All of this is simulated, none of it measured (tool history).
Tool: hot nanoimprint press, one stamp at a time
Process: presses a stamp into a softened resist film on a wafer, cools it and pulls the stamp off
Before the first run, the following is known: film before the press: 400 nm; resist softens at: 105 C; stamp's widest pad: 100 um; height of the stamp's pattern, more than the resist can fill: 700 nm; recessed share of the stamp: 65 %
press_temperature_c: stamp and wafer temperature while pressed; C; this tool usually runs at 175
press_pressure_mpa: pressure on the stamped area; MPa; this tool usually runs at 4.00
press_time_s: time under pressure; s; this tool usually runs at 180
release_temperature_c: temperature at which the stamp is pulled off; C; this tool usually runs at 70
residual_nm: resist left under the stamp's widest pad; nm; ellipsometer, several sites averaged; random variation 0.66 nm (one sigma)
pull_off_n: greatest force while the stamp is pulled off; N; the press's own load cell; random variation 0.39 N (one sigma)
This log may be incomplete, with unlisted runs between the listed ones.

run   hour  press_temperature_c  press_pressure_mpa  press_time_s  release_temperature_c  residual_nm  pull_off_n
  1    0.0                  175                4.00           180                     70        206.4       107.5
  2   10.8                  175                4.00           180                     70        206.7       107.8
  3   25.3                  175                4.00           180                     70        206.0       107.2
  4   42.6                  185                4.00           180                     70        143.4       108.0
  5   58.7                  175                5.76           180                     70        171.3       108.4
  6   69.5                  175                5.76           249                     70        152.8       108.1
  7   79.9                  171                4.00           180                     70        238.8       109.0
     100.5  -- stamp cleaned and given a new release coat
  8  100.6                  171                4.00           180                     70        238.7       107.3
  9  110.7                  171                4.00           180                     70        238.5       107.2
 10  128.6                  171                4.00           180                     70        236.9       107.7
 11  145.3                  171                3.62           180                     64        248.6       127.7
 12  166.8                  184                3.55           146                     64        171.2       128.2
 13  180.3                  170                3.36           146                     72        278.9       102.8
 14  196.0                  170                3.36           146                     72        280.3       102.0
 15  210.9                  175                2.54           180                     70        254.3       108.4
 16  223.4                  175                4.00           144                     67        221.7       118.6
 17  232.8                  167                3.50           180                     70        285.8       108.4
 18  248.6                  167                3.50           180                     70        284.7       108.8
 19  261.1                  167                3.50           180                     66        285.8       122.0
     276.5  -- stamp cleaned and given a new release coat
 20  276.5                  169                4.30           180                     66        246.3       121.5

5 ways to go on from here, each from the tool as it stands after run 20. What would each give?
  A  293.0                  173                4.30           180                     66            ?           ?
  B  293.0                  175                4.00           170                     70            ?           ?
  C  293.0                  175                4.60           180                     70            ?           ?
  D  293.0                  175                4.00           180                     77            ?           ?
  E  293.0                  166                4.30           205                     66            ?           ?

run  residual_nm  pull_off_n
  A        215.0       122.8
  B        209.3       109.5
  C        193.1       108.9
  D        208.0        86.3
  E        264.4       121.8
With the hidden condition removed and each run's random variation left untouched, the same runs would have given:
run  residual_nm  pull_off_n
  A        215.4       121.1
  B        209.8       107.9
  C        193.5       107.4
  D        208.5        85.1
  E        264.9       120.1
